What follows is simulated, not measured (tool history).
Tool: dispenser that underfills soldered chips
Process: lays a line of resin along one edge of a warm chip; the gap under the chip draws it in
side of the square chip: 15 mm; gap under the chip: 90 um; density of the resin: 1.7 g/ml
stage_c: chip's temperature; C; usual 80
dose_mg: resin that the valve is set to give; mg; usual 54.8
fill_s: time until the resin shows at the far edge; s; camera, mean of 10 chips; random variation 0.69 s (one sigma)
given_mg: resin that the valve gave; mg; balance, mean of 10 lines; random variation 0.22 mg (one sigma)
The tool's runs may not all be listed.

{"run": 1, "hour": 0.0, "stage_c": 80, "dose_mg": 54.8, "fill_s": 113.3, "given_mg": 52.2}
{"hour": 2.7, "done": "new syringe of resin"}
{"run": 2, "hour": 3.3, "stage_c": 80, "dose_mg": 54.8, "fill_s": 64.9, "given_mg": 52.5}
{"run": 3, "hour": 5.4, "stage_c": 80, "dose_mg": 54.8, "fill_s": 72.7, "given_mg": 52.62}
{"run": 4, "hour": 7.4, "stage_c": 80, "dose_mg": 54.8, "fill_s": 81.2, "given_mg": 52.21}
{"run": 5, "hour": 10.4, "stage_c": 80, "dose_mg": 54.8, "fill_s": 96.8, "given_mg": 52.06}
{"run": 6, "hour": 14.4, "stage_c": 80, "dose_mg": 48.1, "fill_s": 125.2, "given_mg": 45.7}
{"hour": 15.6, "done": "new syringe of resin"}
{"run": 7, "hour": 17.0, "stage_c": 80, "dose_mg": 48.1, "fill_s": 69.9, "given_mg": 45.78}
{"run": 8, "hour": 18.9, "stage_c": 85, "dose_mg": 54.8, "fill_s": 64.3, "given_mg": 52.03}
{"run": 9, "hour": 21.5, "stage_c": 74, "dose_mg": 54.8, "fill_s": 104.0, "given_mg": 51.53}
{"run": 10, "hour": 24.3, "stage_c": 74, "dose_mg": 54.8, "fill_s": 122.6, "given_mg": 51.8}
{"run": 11, "hour": 26.4, "stage_c": 74, "dose_mg": 54.8, "fill_s": 138.8, "given_mg": 51.75}
{"hour": 28.5, "done": "new syringe of resin"}
{"run": 12, "hour": 29.3, "stage_c": 80, "dose_mg": 66.1, "fill_s": 64.7, "given_mg": 61.86}
{"run": 13, "hour": 33.1, "stage_c": 80, "dose_mg": 66.1, "fill_s": 81.0, "given_mg": 61.88}
{"run": 14, "hour": 36.6, "stage_c": 80, "dose_mg": 66.1, "fill_s": 99.6, "given_mg": 62.29}
{"run": 15, "hour": 40.0, "stage_c": 80, "dose_mg": 54.8, "fill_s": 124.1, "given_mg": 50.98}
{"hour": 41.6, "done": "new syringe of resin"}
{"run": 16, "hour": 44.2, "stage_c": 71, "dose_mg": 54.8, "fill_s": 96.3, "given_mg": 50.81}
{"run": 17, "hour": 46.2, "stage_c": 80, "dose_mg": 54.8, "fill_s": 81.4, "given_mg": 50.8}
{"run": 18, "hour": 48.1, "stage_c": 75, "dose_mg": 54.8, "fill_s": 105.3, "given_mg": 50.65}
{"run": 19, "hour": 50.2, "stage_c": 72, "dose_mg": 54.8, "fill_s": 134.0, "given_mg": 51.09}
{"hour": 54.6, "done": "new syringe of resin"}
{"run": 20, "hour": 54.8, "stage_c": 69, "dose_mg": 52.5, "fill_s": 89.0, "given_mg": 48.55}
{"run": 21, "hour": 57.6, "stage_c": 77, "dose_mg": 52.5, "fill_s": 83.9, "given_mg": 48.44}
{"run": 22, "hour": 61.0, "stage_c": 77, "dose_mg": 52.5, "fill_s": 101.8, "given_mg": 48.25}
{"run": 23, "hour": 64.6, "stage_c": 85, "dose_mg": 61.5, "fill_s": 96.9, "given_mg": 56.68}
{"hour": 67.8, "done": "new syringe of resin"}
{"run": 24, "hour": 68.2, "stage_c": 82, "dose_mg": 64.0, "fill_s": 59.8, "given_mg": 58.82}
{"run": 25, "hour": 70.1, "stage_c": 73, "dose_mg": 54.8, "fill_s": 90.5, "given_mg": 49.9}
{"run": 26, "hour": 74.2, "stage_c": 82, "dose_mg": 51.0, "fill_s": 85.4, "given_mg": 46.61}
{"run": 27, "hour": 78.0, "stage_c": 72, "dose_mg": 54.8, "fill_s": 147.4, "given_mg": 50.03}
{"hour": 80.8, "done": "new syringe of resin"}
{"run": 28, "hour": 82.1, "stage_c": 72, "dose_mg": 54.8, "fill_s": 85.1, "given_mg": 49.94}
{"run": 29, "hour": 85.4, "stage_c": 72, "dose_mg": 54.8, "fill_s": 106.1, "given_mg": 49.64}
{"run": 30, "hour": 87.9, "stage_c": 72, "dose_mg": 54.8, "fill_s": 120.1, "given_mg": 49.36}
{"run": 31, "hour": 90.8, "stage_c": 92, "dose_mg": 60.8, "fill_s": 80.3, "given_mg": 55.02}
{"hour": 93.8, "done": "new syringe of resin"}
{"run": 32, "hour": 94.9, "stage_c": 68, "dose_mg": 49.4, "fill_s": 98.4, "given_mg": 44.26}
{"run": 33, "hour": 99.4, "stage_c": 68, "dose_mg": 49.4, "fill_s": 128.7, "given_mg": 44.18}
{"hour": 103.0, "done": "dispensing valve cleaned and set on the balance"}
{"run": 34, "hour": 104.6, "stage_c": 69, "dose_mg": 54.8, "fill_s": 151.5, "given_mg": 54.58}
{"hour": 107.8, "done": "new syringe of resin"}
{"run": 35, "hour": 108.6, "stage_c": 69, "dose_mg": 54.8, "fill_s": 94.3, "given_mg": 54.82}
{"run": 36, "hour": 110.8, "stage_c": 69, "dose_mg": 54.8, "fill_s": 104.6, "given_mg": 54.77}
{"run": 37, "hour": 112.7, "stage_c": 87, "dose_mg": 70.1, "fill_s": 67.5, "given_mg": 69.79}

Some steps in fill_s between neighbouring runs. How much of each would the tool show without its hidden state too (settings, what came in, random variation), and how much is left for the hidden state, with any gauge scatter that isn't in both results?
The hidden state here: resin's viscosity, % of fresh resin's; dose that the valve gives, % of what is set; true chip temperature over the reading, C; drift of the gauge itself on fill_s, %; drift of the gauge itself on given_mg, %.
Run 11 -> 12: stage_c 74 -> 80, dose_mg 54.8 -> 66.1, new syringe of resin. fill_s -74.1 s: hidden state -60.0, all else -14.1.
Run 26 -> 27: stage_c 82 -> 72, dose_mg 51.0 -> 54.8. fill_s +62.0 s: hidden state +39.5, all else +22.5.
Run 27 -> 28: new syringe of resin. fill_s -62.3 s: hidden state -60.0, all else -2.3.
Run 34 -> 35: new syringe of resin. fill_s -57.2 s: hidden state -59.3, all else +2.1.
